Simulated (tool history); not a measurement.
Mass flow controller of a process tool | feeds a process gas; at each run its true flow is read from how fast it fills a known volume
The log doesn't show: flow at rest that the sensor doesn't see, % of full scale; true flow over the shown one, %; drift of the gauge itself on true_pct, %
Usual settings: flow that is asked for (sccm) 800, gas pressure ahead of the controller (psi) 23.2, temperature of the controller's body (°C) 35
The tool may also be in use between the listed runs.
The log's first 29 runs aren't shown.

| run | day | flow that is asked for (sccm) | gas pressure ahead of the controller (psi) | temperature of the controller's body (°C) | hours of work since the controller was set to zero | hours of work since the controller was changed | true flow (%) |
|---|---|---|---|---|---|---|---|
| 30 | 81.312 | 210 | 24.5 | 28 | 2258 | 2258 | 95.32 |
| 31 | 85.104 | 245 | 23.6 | 21 | 2329 | 2329 | 96.01 |
| 32 | 88.371 | 281 | 24.9 | 20 | 2390 | 2390 | 96.38 |
| 33 | 90.554 | 269 | 33.4 | 36 | 2431 | 2431 | 95.82 |
| 34 | 94.183 | 288 | 35.8 | 35 | 2499 | 2499 | 95.91 |
| 35 | 96.962 | 581 | 35.8 | 24 | 2551 | 2551 | 98.13 |
| 36 | 99.567 | 581 | 35.8 | 24 | 2600 | 2600 | 98.20 |
| 37 | 101.871 | 675 | 31.5 | 22 | 2643 | 2643 | 98.40 |
| 38 | 105.546 | 675 | 31.5 | 22 | 2712 | 2712 | 98.38 |
| 39 | 109.008 | 998 | 31.8 | 22 | 2777 | 2777 | 99.40 |
| 40 | 111.325 | 998 | 31.8 | 24 | 2820 | 2820 | 99.39 |
| 41 | 114.238 | 830 | 22.5 | 27 | 2875 | 2875 | 98.19 |
| 42 | 115.904 | 713 | 23.2 | 35 | 2906 | 2906 | 97.31 |
| 43 | 119.488 | 713 | 30.9 | 30 | 2973 | 2973 | 97.84 |
| 44 | 122.988 | 137 | 23.1 | 35 | 3038 | 3038 | 92.60 |
| 45 | 125.733 | 800 | 26.8 | 35 | 3090 | 3090 | 97.67 |
| 46 | 128.779 | 800 | 26.8 | 35 | 3147 | 3147 | 97.75 |
| 47 | 132.208 | 256 | 21.8 | 32 | 3211 | 3211 | 94.65 |

4 ways to go on from here, each from the tool as it stands after run 47. What would each give?
| A | 135.017 | 128 | 30.9 | 35 | 3264 | 3264 | ? |
| B | 135.017 | 256 | 21.8 | 29 | 3264 | 3264 | ? |
| C | 135.017 | 463 | 39.7 | 21 | 3264 | 3264 | ? |
| D | 135.017 | 438 | 22.5 | 23 | 3264 | 3264 | ? |

| run | true flow (%) |
|---|---|
| A | 92.33 |
| B | 94.87 |
| C | 97.64 |
| D | 96.50 |
Without the tool's hidden state the same runs would have given:
| run | true flow (%) |
|---|---|
| A | 97.04 |
| B | 97.47 |
| C | 99.28 |
| D | 98.21 |

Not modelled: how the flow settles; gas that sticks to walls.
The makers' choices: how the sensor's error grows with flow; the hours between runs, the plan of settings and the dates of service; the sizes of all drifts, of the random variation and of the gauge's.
